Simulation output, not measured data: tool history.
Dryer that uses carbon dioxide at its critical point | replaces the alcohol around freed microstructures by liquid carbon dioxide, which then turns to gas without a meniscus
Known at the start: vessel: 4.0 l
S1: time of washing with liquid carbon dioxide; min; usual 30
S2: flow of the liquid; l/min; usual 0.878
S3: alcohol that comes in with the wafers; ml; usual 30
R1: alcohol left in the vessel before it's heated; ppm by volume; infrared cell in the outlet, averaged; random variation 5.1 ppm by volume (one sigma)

Run 1, hour 0: usual settings. Result: R1 98 ppm by volume.
Run 2, hour 59.3: usual settings. Result: R1 107 ppm by volume.
Run 3, hour 88.9: usual settings. Result: R1 118 ppm by volume.
Run 4, hour 154.1: usual settings but S3 39 ml. Result: R1 149 ppm by volume.
Run 5, hour 189: usual settings but S1 21 min. Result: R1 354 ppm by volume.
Run 6, hour 217.6: usual settings but S1 21 min, S2 0.678 l/min. Result: R1 722 ppm by volume.
Run 7, hour 256.6: usual settings but S3 23 ml. Result: R1 117 ppm by volume.
Run 8, hour 300.5: usual settings but S3 23 ml. Result: R1 129 ppm by volume.
Run 9, hour 350.2: usual settings but S3 23 ml. Result: R1 143 ppm by volume.
Run 10, hour 389.1: usual settings but S3 23 ml. Result: R1 138 ppm by volume.
Run 11, hour 446.3: usual settings. Result: R1 162 ppm by volume.
Run 12, hour 488.1: usual settings. Result: R1 178 ppm by volume.
Run 13, hour 541.8: usual settings but S2 0.642 l/min, S3 26 ml. Result: R1 383 ppm by volume.
Run 14, hour 576.9: usual settings but S2 0.642 l/min, S3 26 ml. Result: R1 393 ppm by volume.
Run 15, hour 627.1: usual settings but S2 0.679 l/min, S3 67 ml. Result: R1 765 ppm by volume.
Run 16, hour 691.6: usual settings but S1 23 min, S2 0.85 l/min, S3 51 ml. Result: R1 704 ppm by volume.
Run 17, hour 732.1: usual settings but S1 47 min, S2 1.204 l/min, S3 72 ml. Result: R1 98 ppm by volume.
Run 18, hour 760.4: usual settings but S3 54 ml. Result: R1 344 ppm by volume.
Run 19, hour 804.4: usual settings but S1 39 min, S2 1.316 l/min, S3 41 ml. Result: R1 101 ppm by volume.
Run 20, hour 847.4: usual settings but S1 48 min, S2 0.944 l/min. Result: R1 110 ppm by volume.
Run 21, hour 891.6: usual settings but S1 48 min, S2 0.944 l/min. Result: R1 106 ppm by volume.
Run 22, hour 925.1: usual settings but S3 52 ml. Result: R1 226 ppm by volume.
Run 23, hour 987.5: usual settings but S3 52 ml. Result: R1 248 ppm by volume.
Run 24, hour 1042.7: usual settings but S1 26 min, S3 20 ml. Result: R1 206 ppm by volume.

Not shown: 1 entry that the log had between the listed runs. Between which runs, and how does the tool's hidden state differ before and after?
Between runs 20 and 21: inlet filter changed (hour 881.6)
  flow that reaches the vessel past the clogged filter, %: 85 -> 99.6; alcohol in the recycled carbon dioxide, ppm: 102.3 -> 106.4
  measured less the result without the state, R1: +104 -> +100 ppm by volume
